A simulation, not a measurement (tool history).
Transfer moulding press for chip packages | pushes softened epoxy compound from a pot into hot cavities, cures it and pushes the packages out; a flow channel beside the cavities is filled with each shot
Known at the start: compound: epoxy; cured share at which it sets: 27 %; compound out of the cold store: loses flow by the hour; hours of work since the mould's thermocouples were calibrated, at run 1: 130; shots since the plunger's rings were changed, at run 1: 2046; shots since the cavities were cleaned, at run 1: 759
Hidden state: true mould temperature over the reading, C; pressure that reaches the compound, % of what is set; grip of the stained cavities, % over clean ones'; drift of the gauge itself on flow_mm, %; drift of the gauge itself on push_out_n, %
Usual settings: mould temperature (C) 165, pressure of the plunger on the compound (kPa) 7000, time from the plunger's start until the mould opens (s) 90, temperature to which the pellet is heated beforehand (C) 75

run	day	mould temperature (C)	pressure of the plunger on the compound (kPa)	time from the plunger's start until the mould opens (s)	temperature to which the pellet is heated beforehand (C)	hours of work since the mould's thermocouples were calibrated	shots since the plunger's rings were changed	shots since the cavities were cleaned	incoming compound's hours out of the cold store	length that the compound runs in the flow channel (mm)	greatest force on the pins that push the packages out (N)
1	0.000	165	7000	90	75	130	2046	759	39.2	566	578
# day 1.417: cavities cleaned with cleaning compound and waxed
2	2.450	161	7000	90	75	157	2526	208	14.5	663	549
3	4.133	161	7000	90	75	176	2865	547	21.4	623	621
4	6.496	161	8050	90	75	202	3340	1022	34.8	614	701
# day 6.688: cavities cleaned with cleaning compound and waxed
5	8.608	161	8050	90	75	226	3753	387	29.7	626	566
6	9.700	161	8050	90	75	238	3973	607	25.3	650	642
# day 12.004: cavities cleaned with cleaning compound and waxed
7	12.362	161	8050	90	75	268	4497	73	28.9	618	491
8	14.338	161	8050	90	75	290	4894	470	34.8	590	611
9	17.012	161	8050	90	75	320	5433	1009	38.9	564	724
# day 17.188: cavities cleaned with cleaning compound and waxed
10	19.038	161	8050	90	75	342	5827	372	35.4	576	562
# day 21.267: plunger's sealing rings changed
11	21.746	161	8050	90	75	372	96	897	43.9	612	650
# day 22.525: cavities cleaned with cleaning compound and waxed
12	23.908	161	8050	90	75	396	518	278	40.5	616	557
13	25.625	165	5950	90	75	415	865	625	47.3	508	576
# day 27.767: cavities cleaned with cleaning compound and waxed
14	27.788	165	5950	90	75	439	1287	4	34.9	531	398
15	29.033	171	7000	90	74	453	1537	254	26.2	622	447

Run 16 comes next. What will it give?
16	30.754	171	7000	90	74	473	1884	601	8.3	?	?

{"run 16": {"length that the compound runs in the flow channel (mm)": 691, "greatest force on the pins that push the packages out (N)": 531}}
Without the tool's hidden state the same run would have given length that the compound runs in the flow channel (mm) 718, greatest force on the pins that push the packages out (N) 370.
